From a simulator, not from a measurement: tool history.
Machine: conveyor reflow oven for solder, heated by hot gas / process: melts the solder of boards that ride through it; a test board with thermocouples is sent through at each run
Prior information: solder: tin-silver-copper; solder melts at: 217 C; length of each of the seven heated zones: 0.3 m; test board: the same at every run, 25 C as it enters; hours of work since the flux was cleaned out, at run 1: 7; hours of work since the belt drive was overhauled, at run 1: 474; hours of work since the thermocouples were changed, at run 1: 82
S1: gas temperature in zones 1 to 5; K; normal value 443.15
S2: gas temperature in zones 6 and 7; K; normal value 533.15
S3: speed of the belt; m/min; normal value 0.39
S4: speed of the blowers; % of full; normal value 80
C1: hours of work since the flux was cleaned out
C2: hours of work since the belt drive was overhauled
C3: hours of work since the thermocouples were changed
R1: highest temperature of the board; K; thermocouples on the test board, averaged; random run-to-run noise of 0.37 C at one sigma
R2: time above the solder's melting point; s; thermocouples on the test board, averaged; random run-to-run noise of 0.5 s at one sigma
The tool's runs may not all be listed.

{"run": 1, "day": 0.0, "S1": 443.15, "S2": 533.15, "S3": 0.39, "S4": 80, "C1": 7, "C2": 474, "C3": 82, "R1": 519.05, "R2": 62}
{"run": 2, "day": 0.792, "S1": 443.15, "S2": 533.15, "S3": 0.39, "S4": 80, "C1": 21, "C2": 488, "C3": 96, "R1": 518.55, "R2": 62}
{"run": 3, "day": 2.042, "S1": 443.15, "S2": 533.15, "S3": 0.39, "S4": 80, "C1": 43, "C2": 510, "C3": 118, "R1": 519.15, "R2": 61.1}
{"run": 4, "day": 2.754, "S1": 443.15, "S2": 533.15, "S3": 0.39, "S4": 80, "C1": 55, "C2": 522, "C3": 130, "R1": 519.15, "R2": 62.1}
{"run": 5, "day": 3.396, "S1": 443.15, "S2": 533.15, "S3": 0.39, "S4": 80, "C1": 66, "C2": 534, "C3": 142, "R1": 519.15, "R2": 60.6}
{"run": 6, "day": 4.333, "S1": 443.15, "S2": 533.15, "S3": 0.39, "S4": 80, "C1": 83, "C2": 550, "C3": 158, "R1": 519.05, "R2": 62.4}
{"run": 7, "day": 5.521, "S1": 443.15, "S2": 533.15, "S3": 0.39, "S4": 80, "C1": 103, "C2": 571, "C3": 179, "R1": 518.75, "R2": 62.3}
{"run": 8, "day": 6.946, "S1": 451.15, "S2": 533.15, "S3": 0.39, "S4": 80, "C1": 128, "C2": 595, "C3": 203, "R1": 520.35, "R2": 66.4}
{"run": 9, "day": 8.25, "S1": 451.15, "S2": 533.15, "S3": 0.39, "S4": 80, "C1": 151, "C2": 618, "C3": 226, "R1": 519.75, "R2": 67.2}
{"run": 10, "day": 9.454, "S1": 443.15, "S2": 533.15, "S3": 0.39, "S4": 80, "C1": 172, "C2": 639, "C3": 247, "R1": 518.55, "R2": 61.5}
{"run": 11, "day": 10.467, "S1": 443.15, "S2": 533.15, "S3": 0.39, "S4": 80, "C1": 189, "C2": 657, "C3": 265, "R1": 518.25, "R2": 62.2}
{"day": 11.396, "done": "flux residue cleaned out of gas plates and filters"}
{"run": 12, "day": 11.621, "S1": 443.15, "S2": 533.15, "S3": 0.39, "S4": 80, "C1": 4, "C2": 673, "C3": 281, "R1": 519.25, "R2": 62.2}
{"run": 13, "day": 12.875, "S1": 443.15, "S2": 533.15, "S3": 0.39, "S4": 80, "C1": 26, "C2": 695, "C3": 303, "R1": 518.75, "R2": 62.3}
{"run": 14, "day": 13.862, "S1": 457.15, "S2": 537.15, "S3": 0.338, "S4": 51, "C1": 43, "C2": 712, "C3": 320, "R1": 523.85, "R2": 83.5}
{"run": 15, "day": 14.954, "S1": 457.15, "S2": 547.15, "S3": 0.328, "S4": 51, "C1": 62, "C2": 731, "C3": 339, "R1": 532.65, "R2": 94.8}
{"run": 16, "day": 15.825, "S1": 453.15, "S2": 523.15, "S3": 0.368, "S4": 80, "C1": 77, "C2": 747, "C3": 355, "R1": 512.65, "R2": 65.5}
{"run": 17, "day": 16.796, "S1": 443.15, "S2": 521.15, "S3": 0.335, "S4": 80, "C1": 94, "C2": 763, "C3": 371, "R1": 511.65, "R2": 66.1}
{"run": 18, "day": 17.65, "S1": 443.15, "S2": 521.15, "S3": 0.335, "S4": 80, "C1": 109, "C2": 778, "C3": 386, "R1": 511.45, "R2": 66.7}
{"run": 19, "day": 18.871, "S1": 449.15, "S2": 521.15, "S3": 0.404, "S4": 53, "C1": 130, "C2": 800, "C3": 408, "R1": 502.95, "R2": 39.6}
{"run": 20, "day": 19.612, "S1": 446.15, "S2": 546.15, "S3": 0.348, "S4": 80, "C1": 143, "C2": 813, "C3": 421, "R1": 534.05, "R2": 85.6}
{"run": 21, "day": 20.388, "S1": 443.15, "S2": 532.15, "S3": 0.39, "S4": 80, "C1": 157, "C2": 826, "C3": 434, "R1": 518.55, "R2": 60.7}
{"run": 22, "day": 21.475, "S1": 443.15, "S2": 540.15, "S3": 0.39, "S4": 64, "C1": 176, "C2": 845, "C3": 453, "R1": 521.25, "R2": 63.8}

Below are 4 alternative next runs, each starting from the tool's condition after run 22. Predict each:
{"run": "A", "day": 22.408, "S1": 453.15, "S2": 524.15, "S3": 0.423, "S4": 80, "C1": 192, "C2": 861, "C3": 469, "R1": "?", "R2": "?"}
{"run": "B", "day": 22.408, "S1": 443.15, "S2": 540.15, "S3": 0.405, "S4": 64, "C1": 192, "C2": 861, "C3": 469, "R1": "?", "R2": "?"}
{"run": "C", "day": 22.408, "S1": 429.15, "S2": 521.15, "S3": 0.39, "S4": 64, "C1": 192, "C2": 861, "C3": 469, "R1": "?", "R2": "?"}
{"run": "D", "day": 22.408, "S1": 443.15, "S2": 540.15, "S3": 0.456, "S4": 64, "C1": 192, "C2": 861, "C3": 469, "R1": "?", "R2": "?"}

run=A R1=510.65 R2=51.1
run=B R1=521.05 R2=58.8
run=C R1=503.45 R2=34.5
run=D R1=516.15 R2=47.6
Without the tool's unlogged condition, the same runs would have read:
run=A R1=510.75 R2=51.2
run=B R1=521.15 R2=58.9
run=C R1=503.55 R2=34.7
run=D R1=516.25 R2=47.7
